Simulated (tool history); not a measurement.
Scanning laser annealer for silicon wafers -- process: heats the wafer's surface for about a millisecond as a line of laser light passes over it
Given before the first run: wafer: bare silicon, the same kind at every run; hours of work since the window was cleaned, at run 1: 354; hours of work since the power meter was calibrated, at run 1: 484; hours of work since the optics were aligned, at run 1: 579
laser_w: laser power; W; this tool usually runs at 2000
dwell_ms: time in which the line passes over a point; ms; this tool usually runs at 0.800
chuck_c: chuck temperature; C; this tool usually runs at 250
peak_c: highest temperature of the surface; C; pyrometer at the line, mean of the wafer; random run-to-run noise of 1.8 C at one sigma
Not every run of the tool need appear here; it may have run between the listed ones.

run    hour  laser_w  dwell_ms  chuck_c  hours of work since the window was cleaned  hours of work since the power meter was calibrated  hours of work since the optics were aligned  peak_c
  1     0.0     2000     0.800      250                                         354                                                 484                                          579    1007
  2    42.9     1759     0.800      250                                         372                                                 502                                          597     903
  3    97.2     2000     0.703      250                                         395                                                 524                                          619     956
  4   155.9     2000     0.800      250                                         419                                                 549                                          644    1006
  5   201.6     2000     0.800      250                                         438                                                 568                                          663    1003
  6   255.6     2000     0.800      250                                         461                                                 590                                          685     997
      309.5  -- optics aligned, line set to its width
  7   316.0     2000     0.800      250                                         484                                                 613                                            3    1008
  8   366.8     2000     0.800      250                                         505                                                 635                                           24    1008
  9   408.2     2000     0.800      250                                         522                                                 652                                           41    1007
 10   486.2     2000     0.800      283                                         555                                                 684                                           74    1041
 11   520.5     2000     0.800      250                                         569                                                 699                                           88    1005
 12   583.8     2000     0.800      250                                         595                                                 725                                          114    1006
 13   651.8     2000     0.800      250                                         624                                                 753                                          143    1003
      668.9  -- window over the wafer cleaned
 14   735.5     2000     0.800      250                                          28                                                 787                                          177    1031
 15   813.3     2000     0.800      250                                          60                                                 820                                          209    1030
 16   859.2     2000     0.800      250                                          79                                                 839                                          228    1030
 17   943.6     2000     0.800      250                                         114                                                 874                                          263    1027
 18   991.2     2000     0.584      250                                         134                                                 894                                          283     905
 19  1068.9     2000     0.740      250                                         167                                                 926                                          315     989
 20  1122.6     2000     0.800      251                                         189                                                 948                                          338    1021
 21  1186.7     2109     0.852      250                                         216                                                 975                                          364    1095
 22  1221.8     2000     0.777      241                                         230                                                 990                                          379     996
 23  1257.7     2000     0.800      288                                         245                                                1005                                          394    1055
 24  1311.6     1776     0.800      260                                         268                                                1027                                          416     926
 25  1346.7     1776     0.800      260                                         282                                                1042                                          431     929
 26  1384.7     1809     0.776      250                                         298                                                1058                                          447     918
 27  1431.2     2000     0.901      287                                         317                                                1077                                          466    1098
 28  1504.1     2000     0.564      250                                         348                                                1107                                          497     883
 29  1572.9     2000     0.909      275                                         376                                                1136                                          525    1086
 30  1614.5     2000     0.909      275                                         394                                                1153                                          543    1082
 31  1653.7     2000     0.909      275                                         410                                                1170                                          559    1083
 32  1738.2     2000     0.988      278                                         445                                                1205                                          594    1118
 33  1806.6     1970     0.697      246                                         474                                                1233                                          622     934
 34  1889.8     2101     0.800      280                                         508                                                1268                                          657    1074
 35  1933.9     2087     0.596      226                                         527                                                1286                                          675     901
 36  1988.9     1956     0.800      211                                         550                                                1309                                          698     938
     2014.8  -- optics aligned, line set to its width
 37  2029.5     1956     0.800      211                                         564                                                1324                                            6     946
 38  2109.9     1858     0.667      261                                         598                                                1357                                           40     889
 39  2172.4     1749     0.667      263                                         624                                                1383                                           66     849
     2189.6  -- window over the wafer cleaned
 40  2214.4     1749     0.667      263                                          10                                                1400                                           82     872

Consider 5 possible next runs. They are alternatives, not a sequence: every one starts from the tool as it was left by run 40. What does each give?
  A  2269.6     1749     0.760      237                                          33                                                1423                                          105       ?
  B  2269.6     1749     0.605      244                                          33                                                1423                                          105       ?
  C  2269.6     1749     0.667      222                                          33                                                1423                                          105       ?
  D  2269.6     2090     0.802      261                                          33                                                1423                                          105       ?
  E  2269.6     1986     0.605      250                                          33                                                1423                                          105       ?

run  peak_c
  A     886
  B     822
  C     830
  D    1086
  E     919
Without the tool's hidden state the same runs would have given:
run  peak_c
  A     887
  B     823
  C     831
  D    1087
  E     920
